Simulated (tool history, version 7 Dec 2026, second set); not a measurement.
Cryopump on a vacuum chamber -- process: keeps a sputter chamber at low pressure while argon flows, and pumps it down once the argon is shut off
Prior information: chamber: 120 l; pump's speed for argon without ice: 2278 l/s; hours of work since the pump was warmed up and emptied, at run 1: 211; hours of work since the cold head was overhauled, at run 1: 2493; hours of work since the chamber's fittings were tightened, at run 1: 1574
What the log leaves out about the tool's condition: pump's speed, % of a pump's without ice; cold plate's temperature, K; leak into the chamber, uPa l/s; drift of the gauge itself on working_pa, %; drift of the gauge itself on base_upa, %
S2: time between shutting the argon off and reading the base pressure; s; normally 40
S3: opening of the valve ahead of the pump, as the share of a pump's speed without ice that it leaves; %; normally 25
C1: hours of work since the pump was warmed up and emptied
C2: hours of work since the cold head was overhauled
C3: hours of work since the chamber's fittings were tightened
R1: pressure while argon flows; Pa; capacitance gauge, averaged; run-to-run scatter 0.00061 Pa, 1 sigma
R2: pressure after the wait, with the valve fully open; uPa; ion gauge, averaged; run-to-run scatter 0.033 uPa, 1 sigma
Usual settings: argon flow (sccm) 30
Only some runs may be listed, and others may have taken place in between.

Run 1, hour 0: usual settings; C1 211; C2 2493; C3 1574. Result: R1 0.0898 Pa, R2 2.12 uPa.
Run 2, hour 47.7: usual settings; C1 252; C2 2535; C3 1616. Result: R1 0.0897 Pa, R2 2.12 uPa.
Run 3, hour 115: usual settings but S3 24 %; C1 311; C2 2594; C3 1674. Result: R1 0.0946 Pa, R2 2.16 uPa.
Run 4, hour 199.2: usual settings but S3 24 %; C1 384; C2 2667; C3 1747. Result: R1 0.0936 Pa, R2 2.17 uPa.
Run 5, hour 239.8: usual settings but argon flow (sccm) 26; C1 419; C2 2702; C3 1783. Result: R1 0.0792 Pa, R2 2.18 uPa.
Run 6, hour 287.2: usual settings; C1 461; C2 2743; C3 1824. Result: R1 0.0908 Pa, R2 2.26 uPa.
Run 7, hour 341: usual settings; C1 508; C2 2790; C3 1871. Result: R1 0.0916 Pa, R2 2.25 uPa.
Run 8, hour 413.6: usual settings but argon flow (sccm) 20; C1 571; C2 2853; C3 1934. Result: R1 0.0609 Pa, R2 2.33 uPa.
Run 9, hour 498.1: usual settings but S3 21 %; C1 644; C2 2927; C3 2008. Result: R1 0.1095 Pa, R2 2.29 uPa.
Run 10, hour 540.4: usual settings but S2 191 s, S3 21 %; C1 681; C2 2964; C3 2044. Result: R1 0.1087 Pa, R2 1 uPa.
Run 11, hour 589.9: usual settings but S2 191 s, S3 21 %; C1 724; C2 3007; C3 2087. Result: R1 0.1112 Pa, R2 1.03 uPa.
Run 12, hour 660: usual settings but S2 191 s, S3 21 %; C1 785; C2 3068; C3 2148. Result: R1 0.1108 Pa, R2 1.05 uPa.
Run 13, hour 729.2: usual settings but argon flow (sccm) 27; C1 845; C2 3128; C3 2209. Result: R1 0.0841 Pa, R2 2.38 uPa.
Run 14, hour 771.2: usual settings but argon flow (sccm) 27; C1 882; C2 3165; C3 2245. Result: R1 0.0843 Pa, R2 2.37 uPa.
Run 15, hour 822.4: usual settings but argon flow (sccm) 27; C1 927; C2 3209; C3 2290. Result: R1 0.0848 Pa, R2 2.38 uPa.
Run 16, hour 913.4: usual settings; C1 1006; C2 3288; C3 2369. Result: R1 0.094 Pa, R2 2.44 uPa.
Run 17, hour 990.2: usual settings but argon flow (sccm) 16; C1 1073; C2 3355; C3 2436. Result: R1 0.0495 Pa, R2 2.44 uPa.
At hour 1014.8: pump warmed up, emptied and cooled again.
Run 18, hour 1080: usual settings but argon flow (sccm) 33, S2 83 s, S3 45 %; C1 57; C2 3429; C3 2510. Result: R1 0.0554 Pa, R2 1.5 uPa.
Run 19, hour 1158.5: usual settings but argon flow (sccm) 16, S2 145 s; C1 125; C2 3497; C3 2578. Result: R1 0.0478 Pa, R2 1.19 uPa.
Run 20, hour 1212.1: usual settings but argon flow (sccm) 29, S2 45 s; C1 172; C2 3544; C3 2625. Result: R1 0.0868 Pa, R2 2.2 uPa.
Run 21, hour 1271.1: usual settings but argon flow (sccm) 29, S2 36 s, S3 57 %; C1 223; C2 3595; C3 2676. Result: R1 0.0392 Pa, R2 2.6 uPa.
Run 22, hour 1344.6: usual settings but argon flow (sccm) 29, S2 62 s, S3 15 %; C1 287; C2 3659; C3 2740. Result: R1 0.1446 Pa, R2 1.87 uPa.
Run 23, hour 1413.2: usual settings but argon flow (sccm) 46; C1 347; C2 3719; C3 2800. Result: R1 0.1397 Pa, R2 2.4 uPa.
Run 24, hour 1496.1: usual settings but argon flow (sccm) 47; C1 419; C2 3791; C3 2872. Result: R1 0.1423 Pa, R2 2.4 uPa.
Run 25, hour 1532.9: usual settings but argon flow (sccm) 31, S2 71 s, S3 35 %; C1 451; C2 3823; C3 2904. Result: R1 0.0682 Pa, R2 1.81 uPa.
Run 26, hour 1621.6: usual settings but argon flow (sccm) 31, S2 71 s, S3 35 %; C1 528; C2 3900; C3 2981. Result: R1 0.0683 Pa, R2 1.77 uPa.
Run 27, hour 1710.1: usual settings but argon flow (sccm) 31, S2 71 s, S3 35 %; C1 605; C2 3978; C3 3058. Result: R1 0.0695 Pa, R2 1.88 uPa.
Run 28, hour 1764.8: usual settings but argon flow (sccm) 26, S2 46 s, S3 55 %; C1 653; C2 4025; C3 3106. Result: R1 0.0383 Pa, R2 2.38 uPa.
At hour 1805.6: leaking fittings of the chamber tightened, without venting.
Run 29, hour 1838.6: usual settings but argon flow (sccm) 49, S2 35 s, S3 41 %; C1 715; C2 4088; C3 29. Result: R1 0.0941 Pa, R2 2.04 uPa.
Run 30, hour 1902.1: usual settings but argon flow (sccm) 49, S2 35 s, S3 41 %; C1 771; C2 4143; C3 84. Result: R1 0.0963 Pa, R2 1.91 uPa.
Run 31, hour 1956.9: usual settings but argon flow (sccm) 15, S2 65 s, S3 18 %; C1 818; C2 4191; C3 132. Result: R1 0.0645 Pa, R2 1.17 uPa.
Run 32, hour 1997.2: usual settings but argon flow (sccm) 15, S2 65 s, S3 18 %; C1 853; C2 4226; C3 167. Result: R1 0.0648 Pa, R2 1.22 uPa.

Forecast run 33:
Run 33, hour 2080.9: usual settings but argon flow (sccm) 21, S2 224 s, S3 18 %; C1 926; C2 4298; C3 240. Result: R1 ?, R2 ?.

{"run 33": {"R1": 0.0906, "R2": 0.55}}
Had the tool carried no hidden state, the very same run would have given R1 0.0869 Pa, R2 0.46 uPa.
